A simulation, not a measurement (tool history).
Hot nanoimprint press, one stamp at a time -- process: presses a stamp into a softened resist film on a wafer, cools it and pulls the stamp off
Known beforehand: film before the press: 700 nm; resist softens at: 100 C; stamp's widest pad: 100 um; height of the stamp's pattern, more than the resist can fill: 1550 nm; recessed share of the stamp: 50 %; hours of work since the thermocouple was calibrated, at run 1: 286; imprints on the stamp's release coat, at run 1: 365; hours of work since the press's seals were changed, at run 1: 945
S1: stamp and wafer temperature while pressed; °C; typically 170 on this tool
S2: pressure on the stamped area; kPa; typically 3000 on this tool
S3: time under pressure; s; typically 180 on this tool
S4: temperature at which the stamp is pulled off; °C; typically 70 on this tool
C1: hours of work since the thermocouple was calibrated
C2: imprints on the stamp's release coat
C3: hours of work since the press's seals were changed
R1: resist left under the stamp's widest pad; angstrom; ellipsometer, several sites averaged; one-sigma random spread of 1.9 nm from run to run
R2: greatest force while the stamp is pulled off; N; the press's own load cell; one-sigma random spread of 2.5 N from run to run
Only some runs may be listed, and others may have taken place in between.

{"run": 1, "hour": 0.0, "S1": 170, "S2": 3000, "S3": 180, "S4": 70, "C1": 286, "C2": 365, "C3": 945, "R1": 3000, "R2": 139}
{"hour": 62.0, "done": "stamp cleaned and given a new release coat"}
{"run": 2, "hour": 85.2, "S1": 170, "S2": 3000, "S3": 180, "S4": 70, "C1": 348, "C2": 95, "C3": 1006, "R1": 2924, "R2": 129}
{"run": 3, "hour": 141.3, "S1": 170, "S2": 3000, "S3": 180, "S4": 70, "C1": 391, "C2": 325, "C3": 1049, "R1": 2930, "R2": 140}
{"hour": 176.6, "done": "press's hydraulic seals changed and the load cell set to zero"}
{"run": 4, "hour": 195.4, "S1": 170, "S2": 3000, "S3": 180, "S4": 73, "C1": 427, "C2": 513, "C3": 15, "R1": 2837, "R2": 135}
{"hour": 220.6, "done": "stamp cleaned and given a new release coat"}
{"run": 5, "hour": 235.8, "S1": 170, "S2": 3000, "S3": 180, "S4": 73, "C1": 453, "C2": 62, "C3": 41, "R1": 2796, "R2": 118}
{"run": 6, "hour": 271.9, "S1": 170, "S2": 3000, "S3": 119, "S4": 70, "C1": 481, "C2": 210, "C3": 69, "R1": 3264, "R2": 131}
{"run": 7, "hour": 348.3, "S1": 170, "S2": 3000, "S3": 180, "S4": 70, "C1": 540, "C2": 522, "C3": 128, "R1": 2783, "R2": 149}
{"hour": 370.4, "done": "stamp cleaned and given a new release coat"}
{"hour": 381.3, "done": "plate thermocouple calibrated"}
{"run": 8, "hour": 411.0, "S1": 170, "S2": 3000, "S3": 180, "S4": 70, "C1": 23, "C2": 154, "C3": 169, "R1": 2678, "R2": 128}
{"run": 9, "hour": 472.5, "S1": 170, "S2": 3000, "S3": 180, "S4": 70, "C1": 70, "C2": 406, "C3": 217, "R1": 2652, "R2": 140}
{"hour": 526.6, "done": "stamp cleaned and given a new release coat"}
{"run": 10, "hour": 541.2, "S1": 170, "S2": 3000, "S3": 180, "S4": 70, "C1": 119, "C2": 60, "C3": 265, "R1": 2582, "R2": 124}
{"run": 11, "hour": 580.3, "S1": 170, "S2": 3000, "S3": 180, "S4": 70, "C1": 149, "C2": 220, "C3": 296, "R1": 2613, "R2": 131}
{"hour": 661.0, "done": "plate thermocouple calibrated, once more"}
{"run": 12, "hour": 667.9, "S1": 170, "S2": 3000, "S3": 180, "S4": 70, "C1": 5, "C2": 566, "C3": 361, "R1": 3090, "R2": 150}
{"hour": 678.1, "done": "stamp cleaned and given a new release coat"}
{"run": 13, "hour": 753.2, "S1": 170, "S2": 3000, "S3": 257, "S4": 70, "C1": 67, "C2": 307, "C3": 422, "R1": 2689, "R2": 143}
{"hour": 826.7, "done": "stamp cleaned and given a new release coat"}
{"run": 14, "hour": 841.9, "S1": 170, "S2": 3000, "S3": 257, "S4": 70, "C1": 130, "C2": 62, "C3": 486, "R1": 2665, "R2": 132}
{"run": 15, "hour": 894.2, "S1": 179, "S2": 3310, "S3": 251, "S4": 72, "C1": 171, "C2": 276, "C3": 526, "R1": 1651, "R2": 136}
{"run": 16, "hour": 956.3, "S1": 170, "S2": 2590, "S3": 258, "S4": 61, "C1": 219, "C2": 531, "C3": 574, "R1": 2814, "R2": 185}
{"hour": 980.2, "done": "stamp cleaned and given a new release coat"}
{"run": 17, "hour": 999.1, "S1": 174, "S2": 3000, "S3": 154, "S4": 70, "C1": 247, "C2": 77, "C3": 603, "R1": 2617, "R2": 132}
{"run": 18, "hour": 1038.2, "S1": 170, "S2": 3000, "S3": 127, "S4": 70, "C1": 277, "C2": 237, "C3": 633, "R1": 3383, "R2": 139}
{"run": 19, "hour": 1088.0, "S1": 170, "S2": 3000, "S3": 127, "S4": 70, "C1": 316, "C2": 441, "C3": 671, "R1": 3313, "R2": 146}
{"hour": 1133.1, "done": "stamp cleaned and given a new release coat"}
{"run": 20, "hour": 1173.6, "S1": 170, "S2": 2230, "S3": 179, "S4": 70, "C1": 377, "C2": 166, "C3": 733, "R1": 3377, "R2": 133}
{"run": 21, "hour": 1237.9, "S1": 159, "S2": 2210, "S3": 123, "S4": 60, "C1": 427, "C2": 429, "C3": 783, "R1": 5682, "R2": 178}
{"hour": 1282.6, "done": "stamp cleaned and given a new release coat"}
{"run": 22, "hour": 1314.8, "S1": 167, "S2": 1870, "S3": 109, "S4": 70, "C1": 482, "C2": 132, "C3": 837, "R1": 4717, "R2": 127}
{"run": 23, "hour": 1349.3, "S1": 170, "S2": 3540, "S3": 180, "S4": 61, "C1": 508, "C2": 273, "C3": 864, "R1": 2674, "R2": 168}
{"hour": 1418.4, "done": "plate thermocouple calibrated"}
{"hour": 1433.8, "done": "stamp cleaned and given a new release coat"}
{"run": 24, "hour": 1439.0, "S1": 170, "S2": 3540, "S3": 180, "S4": 61, "C1": 11, "C2": 21, "C3": 926, "R1": 2861, "R2": 155}
{"run": 25, "hour": 1515.7, "S1": 172, "S2": 2800, "S3": 92, "S4": 61, "C1": 71, "C2": 335, "C3": 986, "R1": 3669, "R2": 176}
{"run": 26, "hour": 1549.8, "S1": 160, "S2": 3000, "S3": 192, "S4": 69, "C1": 97, "C2": 475, "C3": 1012, "R1": 4643, "R2": 153}
{"hour": 1583.0, "done": "stamp cleaned and given a new release coat"}
{"run": 27, "hour": 1594.3, "S1": 179, "S2": 2020, "S3": 99, "S4": 72, "C1": 127, "C2": 46, "C3": 1042, "R1": 3067, "R2": 121}

Branching from run 27: 4 alternative next runs. What would each branch give?
{"run": "A", "hour": 1631.1, "S1": 170, "S2": 2040, "S3": 180, "S4": 70, "C1": 155, "C2": 197, "C3": 1070, "R1": "?", "R2": "?"}
{"run": "B", "hour": 1631.1, "S1": 160, "S2": 3000, "S3": 180, "S4": 61, "C1": 155, "C2": 197, "C3": 1070, "R1": "?", "R2": "?"}
{"run": "C", "hour": 1631.1, "S1": 170, "S2": 2150, "S3": 118, "S4": 63, "C1": 155, "C2": 197, "C3": 1070, "R1": "?", "R2": "?"}
{"run": "D", "hour": 1631.1, "S1": 172, "S2": 2020, "S3": 99, "S4": 77, "C1": 155, "C2": 197, "C3": 1070, "R1": "?", "R2": "?"}

run=A R1=3671 R2=133
run=B R1=4655 R2=161
run=C R1=4066 R2=158
run=D R1=4124 R2=114
Had the tool no hidden state, the same runs would have come out as:
run=A R1=3696 R2=127
run=B R1=4658 R2=152
run=C R1=4087 R2=150
run=D R1=4147 R2=109
